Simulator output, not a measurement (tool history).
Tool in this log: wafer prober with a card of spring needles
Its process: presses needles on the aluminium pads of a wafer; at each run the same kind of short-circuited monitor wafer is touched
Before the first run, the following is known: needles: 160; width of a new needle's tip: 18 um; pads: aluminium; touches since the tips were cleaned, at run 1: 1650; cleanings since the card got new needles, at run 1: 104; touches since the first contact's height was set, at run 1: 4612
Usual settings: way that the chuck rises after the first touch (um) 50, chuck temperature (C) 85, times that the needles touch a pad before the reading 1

| run | hour | way that the chuck rises after the first touch (um) | chuck temperature (C) | times that the needles touch a pad before the reading | touches since the tips were cleaned | cleanings since the card got new needles | touches since the first contact's height was set | resistance of one needle with its contact and lead (mohm) | way that a needle slides on the pad (um) |
|---|---|---|---|---|---|---|---|---|---|
| 1 | 0 | 50 | 85 | 1 | 1650 | 104 | 4612 | 414 | 12.09 |
|  | 1.1 | tips cleaned on abrasive film |
|  | 5.9 | tips cleaned on abrasive film |
|  | 10.8 | tips cleaned on abrasive film |
|  | 15.7 | tips cleaned on abrasive film |
|  | 20.5 | tips cleaned on abrasive film |
|  | 25.4 | tips cleaned on abrasive film |
|  | 29.3 | tips cleaned on abrasive film |
| 2 | 29.7 | 30 | 85 | 1 | 190 | 111 | 17494 | 353 | 7.14 |
|  | 33.7 | tips cleaned on abrasive film |
|  | 38.5 | tips cleaned on abrasive film |
|  | 43.4 | tips cleaned on abrasive film |
|  | 48.3 | tips cleaned on abrasive film |
|  | 53.1 | tips cleaned on abrasive film |
|  | 58 | tips cleaned on abrasive film |
|  | 62.9 | tips cleaned on abrasive film |
|  | 67.8 | tips cleaned on abrasive film |
| 3 | 70.1 | 50 | 85 | 1 | 1030 | 119 | 35022 | 382 | 11.62 |
|  | 72.1 | tips cleaned on abrasive film |
|  | 76 | tips cleaned on abrasive film |
|  | 80.9 | tips cleaned on abrasive film |
|  | 84.8 | tips cleaned on abrasive film |
|  | 89.7 | tips cleaned on abrasive film |
|  | 94.5 | tips cleaned on abrasive film |
|  | 99.3 | tips cleaned on abrasive film |
| 4 | 99.3 | 50 | 85 | 1 | 0 | 126 | 47653 | 260 | 11.51 |
|  | 104.1 | tips cleaned on abrasive film |
|  | 109 | tips cleaned on abrasive film |
|  | 113.9 | tips cleaned on abrasive film |
|  | 118.7 | tips cleaned on abrasive film |
|  | 123.6 | tips cleaned on abrasive film |
|  | 128.5 | tips cleaned on abrasive film |
|  | 133.3 | tips cleaned on abrasive film |
| 5 | 133.8 | 50 | 85 | 1 | 184 | 133 | 62643 | 281 | 11.56 |
|  | 137.7 | tips cleaned on abrasive film |
|  | 142.5 | tips cleaned on abrasive film |
|  | 146.5 | tips cleaned on abrasive film |
|  | 151.3 | tips cleaned on abrasive film |
|  | 156.2 | tips cleaned on abrasive film |
|  | 160.1 | tips cleaned on abrasive film |
|  | 165 | tips cleaned on abrasive film |
|  | 169.9 | tips cleaned on abrasive film |
|  | 173.8 | tips cleaned on abrasive film |
| 6 | 177 | 50 | 56 | 1 | 1423 | 142 | 81411 | 444 | 11.33 |
|  | 178 | tips cleaned on abrasive film |
|  | 182.9 | tips cleaned on abrasive film |
|  | 186.8 | tips cleaned on abrasive film |
|  | 191.7 | tips cleaned on abrasive film |
|  | 195.6 | tips cleaned on abrasive film |
|  | 200.5 | tips cleaned on abrasive film |
|  | 205.3 | tips cleaned on abrasive film |
|  | 209.3 | tips cleaned on abrasive film |
| 7 | 212.2 | 50 | 85 | 1 | 1285 | 150 | 96656 | 437 | 11.29 |
|  | 213.2 | tips cleaned on abrasive film |
|  | 218.1 | tips cleaned on abrasive film |
|  | 222 | tips cleaned on abrasive film |
|  | 226.9 | tips cleaned on abrasive film |
|  | 230.8 | tips cleaned on abrasive film |
|  | 235.7 | tips cleaned on abrasive film |
|  | 239.6 | tips cleaned on abrasive film |
| 8 | 240.7 | 50 | 85 | 1 | 506 | 157 | 109012 | 333 | 11.19 |
|  | 243.7 | tips cleaned on abrasive film |
|  | 248.6 | tips cleaned on abrasive film |
|  | 252.5 | tips cleaned on abrasive film |
|  | 257.3 | tips cleaned on abrasive film |
|  | 262.2 | tips cleaned on abrasive film |
|  | 266.1 | tips cleaned on abrasive film |
|  | 271 | tips cleaned on abrasive film |
|  | 274.9 | tips cleaned on abrasive film |
|  | 279.8 | tips cleaned on abrasive film |
|  | 284.7 | tips cleaned on abrasive film |
|  | 289.5 | tips cleaned on abrasive film |
|  | 294.4 | tips cleaned on abrasive film |
| 9 | 294.6 | 31 | 106 | 2 | 102 | 169 | 132381 | 361 | 6.39 |
|  | 298.5 | tips cleaned on abrasive film |
|  | 302.5 | tips cleaned on abrasive film |
|  | 307.3 | tips cleaned on abrasive film |
|  | 311.2 | tips cleaned on abrasive film |
|  | 316.1 | tips cleaned on abrasive film |
|  | 320 | tips cleaned on abrasive film |
|  | 324.9 | tips cleaned on abrasive film |
|  | 329.8 | tips cleaned on abrasive film |
|  | 333.7 | tips cleaned on abrasive film |
|  | 335.7 | tips cleaned on abrasive film, once more |
| 10 | 335.8 | 31 | 106 | 2 | 33 | 179 | 150181 | 313 | 6.15 |
|  | 339.7 | tips cleaned on abrasive film |
|  | 344.5 | tips cleaned on abrasive film |
|  | 348.5 | tips cleaned on abrasive film |
|  | 353.3 | tips cleaned on abrasive film |
|  | 358.2 | tips cleaned on abrasive film |
|  | 363.1 | tips cleaned on abrasive film |
| 11 | 364.4 | 31 | 106 | 2 | 586 | 185 | 162611 | 502 | 5.99 |
|  | 367.4 | tips cleaned on abrasive film |
|  | 372.2 | tips cleaned on abrasive film |
|  | 376.1 | tips cleaned on abrasive film |
|  | 381 | tips cleaned on abrasive film |
|  | 385.9 | tips cleaned on abrasive film |
|  | 390.7 | tips cleaned on abrasive film |
|  | 395.6 | tips cleaned on abrasive film |
|  | 400.5 | tips cleaned on abrasive film |
|  | 405.4 | tips cleaned on abrasive film |
|  | 410.2 | tips cleaned on abrasive film |
| 12 | 410.5 | 48 | 26 | 1 | 123 | 195 | 182618 | 302 | 9.94 |
|  | 414.4 | tips cleaned on abrasive film |
|  | 419.3 | tips cleaned on abrasive film |
|  | 424.2 | tips cleaned on abrasive film |
|  | 429 | tips cleaned on abrasive film |
|  | 433.9 | tips cleaned on abrasive film |
| 13 | 436.6 | 50 | 73 | 2 | 1207 | 200 | 193978 | 377 | 10.37 |

Predict the results of run 14:
|  | 438.6 | tips cleaned on abrasive film |
|  | 443.5 | tips cleaned on abrasive film |
|  | 447.4 | tips cleaned on abrasive film |
|  | 452.3 | tips cleaned on abrasive film |
|  | 457.2 | tips cleaned on abrasive film |
|  | 462 | tips cleaned on abrasive film |
|  | 466.9 | tips cleaned on abrasive film |
|  | 468.2 | height of the first contact set anew |
|  | 472.1 | tips cleaned on abrasive film |
| 14 | 473.9 | 50 | 73 | 2 | 831 | 208 | 2523 | ? | ? |

resistance of one needle with its contact and lead (mohm): 323
way that a needle slides on the pad (um): 12.31
If the tool had no hidden condition, the same run with the same run-to-run variation would have returned resistance of one needle with its contact and lead (mohm) 230, way that a needle slides on the pad (um) 12.33.
